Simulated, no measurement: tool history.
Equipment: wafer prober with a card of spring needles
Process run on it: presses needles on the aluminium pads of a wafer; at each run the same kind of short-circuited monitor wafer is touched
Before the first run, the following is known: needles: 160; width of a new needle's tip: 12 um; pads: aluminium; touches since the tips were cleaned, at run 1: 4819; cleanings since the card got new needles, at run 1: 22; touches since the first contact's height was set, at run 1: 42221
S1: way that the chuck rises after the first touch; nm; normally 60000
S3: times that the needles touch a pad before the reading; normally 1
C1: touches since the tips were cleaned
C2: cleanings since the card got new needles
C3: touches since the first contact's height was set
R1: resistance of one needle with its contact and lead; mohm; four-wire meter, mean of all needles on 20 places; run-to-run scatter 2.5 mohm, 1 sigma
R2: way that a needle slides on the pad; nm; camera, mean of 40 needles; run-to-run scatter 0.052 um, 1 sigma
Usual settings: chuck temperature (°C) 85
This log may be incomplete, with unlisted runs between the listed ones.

Run 1, hour 0.0: usual settings; C1 4819; C2 22; C3 42221. Result: R1 283 mohm, R2 12380 nm.
At hour 17.9: tips cleaned on abrasive film.
Run 2, hour 24.4: usual settings; C1 857; C2 23; C3 45419. Result: R1 286 mohm, R2 12330 nm.
Run 3, hour 43.7: usual settings but chuck temperature (°C) 40; C1 3389; C2 23; C3 47951. Result: R1 275 mohm, R2 12390 nm.
Run 4, hour 69.3: usual settings but chuck temperature (°C) 25; C1 6760; C2 23; C3 51322. Result: R1 268 mohm, R2 12420 nm.
At hour 71.6: tips cleaned on abrasive film.
Run 5, hour 98.9: usual settings but chuck temperature (°C) 25; C1 3587; C2 24; C3 55195. Result: R1 267 mohm, R2 12410 nm.
At hour 124.8: tips cleaned on abrasive film.
Run 6, hour 124.8: usual settings but chuck temperature (°C) 25; C1 0; C2 25; C3 58577. Result: R1 267 mohm, R2 12490 nm.
Run 7, hour 162.2: usual settings; C1 4919; C2 25; C3 63496. Result: R1 290 mohm, R2 12300 nm.
At hour 177.8: tips cleaned on abrasive film.
Run 8, hour 185.3: usual settings but chuck temperature (°C) 112; C1 987; C2 26; C3 66516. Result: R1 296 mohm, R2 12400 nm.
Run 9, hour 203.0: usual settings but chuck temperature (°C) 112; C1 3316; C2 26; C3 68845. Result: R1 293 mohm, R2 12350 nm.
At hour 229.8: tips cleaned on abrasive film.
Run 10, hour 241.7: usual settings but S1 41000 nm, chuck temperature (°C) 112; C1 1563; C2 27; C3 73923. Result: R1 308 mohm, R2 8480 nm.
Run 11, hour 275.7: usual settings but S1 41000 nm, chuck temperature (°C) 112; C1 6024; C2 27; C3 78384. Result: R1 308 mohm, R2 8490 nm.
At hour 284.7: tips cleaned on abrasive film.
Run 12, hour 317.9: usual settings but S1 41000 nm, chuck temperature (°C) 112; C1 4357; C2 28; C3 83918. Result: R1 309 mohm, R2 8470 nm.
At hour 337.0: tips cleaned on abrasive film.
Run 13, hour 351.2: usual settings; C1 1875; C2 29; C3 88288. Result: R1 290 mohm, R2 12350 nm.
Run 14, hour 372.4: usual settings; C1 4652; C2 29; C3 91065. Result: R1 287 mohm, R2 12360 nm.
At hour 389.9: tips cleaned on abrasive film.
Run 15, hour 392.5: usual settings; C1 340; C2 30; C3 93700. Result: R1 288 mohm, R2 12390 nm.
Run 16, hour 430.3: usual settings but chuck temperature (°C) 32, S3 2; C1 5307; C2 30; C3 98667. Result: R1 269 mohm, R2 12350 nm.
At hour 443.8: tips cleaned on abrasive film.
Run 17, hour 466.9: usual settings but chuck temperature (°C) 32, S3 2; C1 3036; C2 31; C3 103465. Result: R1 271 mohm, R2 12320 nm.
At hour 498.0: tips cleaned on abrasive film.
Run 18, hour 501.9: usual settings but chuck temperature (°C) 32, S3 2; C1 513; C2 32; C3 108043. Result: R1 271 mohm, R2 12390 nm.
Run 19, hour 534.2: usual settings but chuck temperature (°C) 27, S3 2; C1 4765; C2 32; C3 112295. Result: R1 270 mohm, R2 12290 nm.
At hour 551.8: tips cleaned on abrasive film.
Run 20, hour 561.3: usual settings but chuck temperature (°C) 51, S3 3; C1 1256; C2 33; C3 115843. Result: R1 276 mohm, R2 12430 nm.

Run 21 has not been measured yet. What should we expect?
Run 21, hour 602.2: usual settings but S1 61000 nm, chuck temperature (°C) 38, S3 2; C1 6630; C2 33; C3 121217. Result: R1 ?, R2 ?.

{"run 21": {"R1": 269, "R2": 12610}}
Had the tool carried no hidden state, the very same run would have given R1 268 mohm, R2 12610 nm.
